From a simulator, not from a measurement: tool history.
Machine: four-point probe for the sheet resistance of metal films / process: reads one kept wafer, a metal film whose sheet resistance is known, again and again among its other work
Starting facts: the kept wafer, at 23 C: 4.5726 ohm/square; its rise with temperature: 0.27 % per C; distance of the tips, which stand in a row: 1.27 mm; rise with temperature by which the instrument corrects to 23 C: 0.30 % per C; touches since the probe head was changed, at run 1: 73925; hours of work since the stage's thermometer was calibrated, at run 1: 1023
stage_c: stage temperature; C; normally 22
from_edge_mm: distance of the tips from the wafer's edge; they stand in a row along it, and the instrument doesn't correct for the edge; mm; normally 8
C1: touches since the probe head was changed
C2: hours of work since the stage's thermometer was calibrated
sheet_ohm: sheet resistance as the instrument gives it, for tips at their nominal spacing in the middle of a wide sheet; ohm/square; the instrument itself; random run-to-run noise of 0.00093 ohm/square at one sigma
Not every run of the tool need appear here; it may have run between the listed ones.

{"run": 1, "hour": 0.0, "stage_c": 22, "from_edge_mm": 8, "C1": 73925, "C2": 1023, "sheet_ohm": 4.618823}
{"run": 2, "hour": 71.8, "stage_c": 22, "from_edge_mm": 8, "C1": 77376, "C2": 1068, "sheet_ohm": 4.617552}
{"run": 3, "hour": 127.5, "stage_c": 29, "from_edge_mm": 8, "C1": 80053, "C2": 1103, "sheet_ohm": 4.609064}
{"run": 4, "hour": 236.0, "stage_c": 29, "from_edge_mm": 8, "C1": 85269, "C2": 1171, "sheet_ohm": 4.607649}
{"hour": 298.2, "done": "new probe head fitted"}
{"run": 5, "hour": 304.2, "stage_c": 29, "from_edge_mm": 15, "C1": 289, "C2": 1213, "sheet_ohm": 4.555293}
{"run": 6, "hour": 361.4, "stage_c": 29, "from_edge_mm": 15, "C1": 3036, "C2": 1249, "sheet_ohm": 4.553806}
{"run": 7, "hour": 448.7, "stage_c": 29, "from_edge_mm": 15, "C1": 7234, "C2": 1303, "sheet_ohm": 4.554965}
{"run": 8, "hour": 555.3, "stage_c": 29, "from_edge_mm": 15, "C1": 12356, "C2": 1370, "sheet_ohm": 4.552257}
{"run": 9, "hour": 655.7, "stage_c": 29, "from_edge_mm": 15, "C1": 17181, "C2": 1433, "sheet_ohm": 4.551053}
{"run": 10, "hour": 701.4, "stage_c": 29, "from_edge_mm": 15, "C1": 19382, "C2": 1462, "sheet_ohm": 4.550236}
{"run": 11, "hour": 746.7, "stage_c": 22, "from_edge_mm": 8, "C1": 21560, "C2": 1491, "sheet_ohm": 4.602842}
{"run": 12, "hour": 792.4, "stage_c": 22, "from_edge_mm": 8, "C1": 23754, "C2": 1519, "sheet_ohm": 4.602497}
{"run": 13, "hour": 893.8, "stage_c": 22, "from_edge_mm": 68, "C1": 28630, "C2": 1583, "sheet_ohm": 4.539935}
{"run": 14, "hour": 944.7, "stage_c": 22, "from_edge_mm": 68, "C1": 31077, "C2": 1615, "sheet_ohm": 4.539072}
{"run": 15, "hour": 1039.7, "stage_c": 22, "from_edge_mm": 8, "C1": 35642, "C2": 1674, "sheet_ohm": 4.597864}
{"run": 16, "hour": 1087.1, "stage_c": 22, "from_edge_mm": 8, "C1": 37920, "C2": 1704, "sheet_ohm": 4.597547}
{"hour": 1148.2, "done": "stage's thermometer calibrated"}
{"run": 17, "hour": 1159.9, "stage_c": 26, "from_edge_mm": 8, "C1": 41396, "C2": 7, "sheet_ohm": 4.587128}
{"run": 18, "hour": 1267.5, "stage_c": 26, "from_edge_mm": 8, "C1": 46567, "C2": 75, "sheet_ohm": 4.584895}
{"run": 19, "hour": 1337.9, "stage_c": 26, "from_edge_mm": 8, "C1": 49949, "C2": 119, "sheet_ohm": 4.584799}
{"run": 20, "hour": 1435.9, "stage_c": 22, "from_edge_mm": 8, "C1": 54662, "C2": 181, "sheet_ohm": 4.58742}
{"run": 21, "hour": 1526.4, "stage_c": 22, "from_edge_mm": 8, "C1": 59012, "C2": 237, "sheet_ohm": 4.585924}
{"run": 22, "hour": 1618.1, "stage_c": 22, "from_edge_mm": 8, "C1": 63418, "C2": 295, "sheet_ohm": 4.58581}
{"run": 23, "hour": 1703.7, "stage_c": 27, "from_edge_mm": 8, "C1": 67533, "C2": 349, "sheet_ohm": 4.579015}
{"run": 24, "hour": 1772.5, "stage_c": 27, "from_edge_mm": 8, "C1": 70842, "C2": 392, "sheet_ohm": 4.579183}
{"run": 25, "hour": 1857.5, "stage_c": 27, "from_edge_mm": 8, "C1": 74926, "C2": 445, "sheet_ohm": 4.577269}
{"run": 26, "hour": 1931.5, "stage_c": 27, "from_edge_mm": 8, "C1": 78481, "C2": 492, "sheet_ohm": 4.577198}
{"run": 27, "hour": 2000.2, "stage_c": 28, "from_edge_mm": 3, "C1": 81784, "C2": 535, "sheet_ohm": 4.908331}
{"run": 28, "hour": 2059.9, "stage_c": 35, "from_edge_mm": 49, "C1": 84652, "C2": 572, "sheet_ohm": 4.507613}
{"run": 29, "hour": 2110.7, "stage_c": 28, "from_edge_mm": 59, "C1": 87096, "C2": 604, "sheet_ohm": 4.514108}
{"hour": 2138.7, "done": "new probe head fitted"}
{"run": 30, "hour": 2170.2, "stage_c": 28, "from_edge_mm": 21, "C1": 1511, "C2": 641, "sheet_ohm": 4.574395}
{"run": 31, "hour": 2258.4, "stage_c": 22, "from_edge_mm": 10, "C1": 5751, "C2": 696, "sheet_ohm": 4.610586}
{"run": 32, "hour": 2353.1, "stage_c": 25, "from_edge_mm": 12, "C1": 10305, "C2": 755, "sheet_ohm": 4.593557}
{"run": 33, "hour": 2456.8, "stage_c": 27, "from_edge_mm": 46, "C1": 15289, "C2": 821, "sheet_ohm": 4.564284}
{"run": 34, "hour": 2527.1, "stage_c": 30, "from_edge_mm": 16, "C1": 18667, "C2": 865, "sheet_ohm": 4.573673}
{"run": 35, "hour": 2583.3, "stage_c": 23, "from_edge_mm": 34, "C1": 21370, "C2": 900, "sheet_ohm": 4.569643}
{"run": 36, "hour": 2675.6, "stage_c": 23, "from_edge_mm": 34, "C1": 25804, "C2": 958, "sheet_ohm": 4.568009}
{"run": 37, "hour": 2728.2, "stage_c": 28, "from_edge_mm": 11, "C1": 28335, "C2": 991, "sheet_ohm": 4.59019}

Expected results for the next run?
{"run": 38, "hour": 2784.1, "stage_c": 28, "from_edge_mm": 11, "C1": 31018, "C2": 1026, "sheet_ohm": "?"}

{"run 38": {"sheet_ohm": 4.588016}}
Take away the tool's hidden state, keep the run-to-run variation as it was, and the same run would have given sheet_ohm 4.597821 ohm/square.
